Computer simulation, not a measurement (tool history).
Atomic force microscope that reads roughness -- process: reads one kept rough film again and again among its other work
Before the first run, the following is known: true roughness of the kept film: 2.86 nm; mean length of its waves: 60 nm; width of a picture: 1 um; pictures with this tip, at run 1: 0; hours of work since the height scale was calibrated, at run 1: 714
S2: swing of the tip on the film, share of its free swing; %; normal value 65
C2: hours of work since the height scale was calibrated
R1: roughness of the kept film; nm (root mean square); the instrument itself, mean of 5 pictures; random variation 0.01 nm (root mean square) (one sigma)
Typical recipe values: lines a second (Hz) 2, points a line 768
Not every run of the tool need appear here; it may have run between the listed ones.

run 1 hour=0 | lines_a_second_(Hz)=2 S2=65 points_a_line=768 | pictures_with_this_tip=0 C2=714 | R1=2.652
run 2 hour=50.8 | lines_a_second_(Hz)=2 S2=65 points_a_line=768 | pictures_with_this_tip=73 C2=744 | R1=2.546
-- hour=60.8 new tip fitted
run 3 hour=108.1 | lines_a_second_(Hz)=2 S2=65 points_a_line=768 | pictures_with_this_tip=67 C2=778 | R1=2.566
-- hour=124.2 new tip fitted
run 4 hour=137.4 | lines_a_second_(Hz)=1.48 S2=65 points_a_line=768 | pictures_with_this_tip=18 C2=795 | R1=2.639
run 5 hour=177.9 | lines_a_second_(Hz)=1.48 S2=65 points_a_line=768 | pictures_with_this_tip=76 C2=819 | R1=2.597
-- hour=182.8 new tip fitted
run 6 hour=204.7 | lines_a_second_(Hz)=1.48 S2=65 points_a_line=768 | pictures_with_this_tip=31 C2=835 | R1=2.636
-- hour=242 new tip fitted
run 7 hour=242 | lines_a_second_(Hz)=1.48 S2=65 points_a_line=768 | pictures_with_this_tip=0 C2=857 | R1=2.678
run 8 hour=293.1 | lines_a_second_(Hz)=2 S2=65 points_a_line=768 | pictures_with_this_tip=73 C2=887 | R1=2.558
-- hour=302.9 new tip fitted
run 9 hour=323 | lines_a_second_(Hz)=2 S2=65 points_a_line=768 | pictures_with_this_tip=29 C2=905 | R1=2.602
-- hour=361.2 new tip fitted
run 10 hour=364.6 | lines_a_second_(Hz)=1.71 S2=71 points_a_line=316 | pictures_with_this_tip=5 C2=929 | R1=2.614
run 11 hour=396.4 | lines_a_second_(Hz)=1.35 S2=65 points_a_line=768 | pictures_with_this_tip=50 C2=948 | R1=2.641
-- hour=424.2 new tip fitted
run 12 hour=441.1 | lines_a_second_(Hz)=2.62 S2=65 points_a_line=315 | pictures_with_this_tip=24 C2=974 | R1=2.568
run 13 hour=475.5 | lines_a_second_(Hz)=2.62 S2=65 points_a_line=315 | pictures_with_this_tip=74 C2=995 | R1=2.497
-- hour=485.6 new tip fitted
run 14 hour=502.8 | lines_a_second_(Hz)=2 S2=65 points_a_line=834 | pictures_with_this_tip=25 C2=1011 | R1=2.602
run 15 hour=541.1 | lines_a_second_(Hz)=0.86 S2=58 points_a_line=834 | pictures_with_this_tip=80 C2=1034 | R1=2.644
-- hour=544.6 new tip fitted
run 16 hour=573.8 | lines_a_second_(Hz)=0.86 S2=62 points_a_line=532 | pictures_with_this_tip=42 C2=1053 | R1=2.664
-- hour=604.4 new tip fitted
run 17 hour=630.5 | lines_a_second_(Hz)=2 S2=65 points_a_line=277 | pictures_with_this_tip=37 C2=1086 | R1=2.595
-- hour=664.4 new tip fitted
run 18 hour=668.3 | lines_a_second_(Hz)=2 S2=65 points_a_line=277 | pictures_with_this_tip=6 C2=1109 | R1=2.617

Forecast each of these 5 alternatives for the next run:
run A hour=704.4 | lines_a_second_(Hz)=2 S2=65 points_a_line=768 | pictures_with_this_tip=57 C2=1130 | R1=?
run B hour=704.4 | lines_a_second_(Hz)=1.2 S2=67 points_a_line=364 | pictures_with_this_tip=57 C2=1130 | R1=?
run C hour=704.4 | lines_a_second_(Hz)=0.65 S2=65 points_a_line=507 | pictures_with_this_tip=57 C2=1130 | R1=?
run D hour=704.4 | lines_a_second_(Hz)=0.73 S2=65 points_a_line=326 | pictures_with_this_tip=57 C2=1130 | R1=?
run E hour=704.4 | lines_a_second_(Hz)=1.68 S2=65 points_a_line=415 | pictures_with_this_tip=57 C2=1130 | R1=?

run=A R1=2.564
run=B R1=2.592
run=C R1=2.666
run=D R1=2.652
run=E R1=2.592
With no hidden state in the tool, these same runs would have given:
run=A R1=2.656
run=B R1=2.685
run=C R1=2.762
run=D R1=2.748
run=E R1=2.685
